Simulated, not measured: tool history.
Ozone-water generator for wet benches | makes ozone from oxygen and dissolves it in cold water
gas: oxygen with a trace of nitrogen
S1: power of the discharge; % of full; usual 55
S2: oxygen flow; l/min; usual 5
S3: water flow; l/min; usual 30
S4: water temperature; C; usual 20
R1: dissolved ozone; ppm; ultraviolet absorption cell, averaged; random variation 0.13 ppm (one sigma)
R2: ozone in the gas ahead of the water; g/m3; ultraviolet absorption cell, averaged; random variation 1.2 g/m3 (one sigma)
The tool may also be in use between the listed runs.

run 1 hour=0 | S1=55 S2=5 S3=30 S4=20 | R1=12.9 R2=221.8
run 2 hour=51.8 | S1=55 S2=5 S3=30 S4=20 | R1=12.6 R2=221.3
run 3 hour=123.7 | S1=55 S2=5 S3=30 S4=19 | R1=12.8 R2=218.9
-- hour=166.6 water thermometer calibrated
run 4 hour=169.8 | S1=55 S2=5 S3=30 S4=19 | R1=12.8 R2=222.4
run 5 hour=213.5 | S1=55 S2=5 S3=30 S4=19 | R1=12.7 R2=220.8
run 6 hour=281.2 | S1=55 S2=5 S3=30 S4=20 | R1=12.5 R2=219.4
run 7 hour=352.6 | S1=55 S2=5 S3=30 S4=20 | R1=12.6 R2=222.6
run 8 hour=416.2 | S1=55 S2=5 S3=30 S4=20 | R1=12.5 R2=220.4
run 9 hour=490.8 | S1=55 S2=5 S3=30 S4=20 | R1=12.7 R2=222.3
-- hour=530.1 water thermometer calibrated, once more
run 10 hour=531.5 | S1=55 S2=5 S3=30 S4=20 | R1=12.7 R2=217.5
run 11 hour=585 | S1=55 S2=5 S3=30 S4=20 | R1=12.6 R2=218.5
run 12 hour=636.1 | S1=55 S2=5 S3=30 S4=20 | R1=12.6 R2=219.4
run 13 hour=713.8 | S1=55 S2=5 S3=30 S4=20 | R1=12.5 R2=220.9
run 14 hour=797.8 | S1=55 S2=5 S3=30 S4=20 | R1=12.6 R2=218.5
run 15 hour=861.5 | S1=55 S2=5 S3=30 S4=20 | R1=12.5 R2=219.2
run 16 hour=933.3 | S1=55 S2=5 S3=30 S4=20 | R1=12.5 R2=218.9
run 17 hour=1006.7 | S1=46 S2=5 S3=30 S4=18 | R1=10.9 R2=191.4
run 18 hour=1083.1 | S1=46 S2=5 S3=30 S4=18 | R1=10.9 R2=191.8
run 19 hour=1165.2 | S1=46 S2=5 S3=30 S4=18 | R1=10.8 R2=189.6
run 20 hour=1245.7 | S1=46 S2=5 S3=30 S4=18 | R1=10.8 R2=189.4
run 21 hour=1287 | S1=46 S2=5 S3=30 S4=18 | R1=10.8 R2=188.9
run 22 hour=1324 | S1=41 S2=5 S3=44 S4=18 | R1=6.3 R2=172.4
run 23 hour=1403.4 | S1=41 S2=5 S3=44 S4=18 | R1=6.3 R2=170.4
run 24 hour=1486.1 | S1=41 S2=5 S3=44 S4=24 | R1=6 R2=174.1
run 25 hour=1550.1 | S1=46 S2=2.96 S3=30 S4=20 | R1=8.8 R2=223.3
run 26 hour=1620 | S1=45 S2=2.96 S3=37 S4=24 | R1=6.3 R2=222.1
run 27 hour=1699 | S1=45 S2=2.96 S3=37 S4=24 | R1=6.2 R2=220.5
run 28 hour=1767.6 | S1=45 S2=2.96 S3=37 S4=24 | R1=6.4 R2=218.4
run 29 hour=1827.5 | S1=45 S2=2.96 S3=37 S4=24 | R1=6.2 R2=218.8
run 30 hour=1892.7 | S1=45 S2=5.67 S3=37 S4=18 | R1=8.6 R2=176.5
run 31 hour=1929.6 | S1=45 S2=5.67 S3=37 S4=18 | R1=8.6 R2=174.5
run 32 hour=1997.7 | S1=55 S2=5.41 S3=30 S4=23 | R1=11.6 R2=209.6

Forecast each of these 3 alternatives for the next run:
run A hour=2072.5 | S1=55 S2=2.65 S3=30 S4=23 | R1=? R2=?
run B hour=2072.5 | S1=95 S2=7.11 S3=30 S4=20 | R1=? R2=?
run C hour=2072.5 | S1=55 S2=5 S3=45 S4=20 | R1=? R2=?

run=A R1=8.9 R2=263.3
run=B R1=19.7 R2=286.1
run=C R1=7.2 R2=214.9
Without the tool's hidden state the same runs would have given:
run=A R1=10.7 R2=280.7
run=B R1=24.3 R2=315.5
run=C R1=8.7 R2=229.1
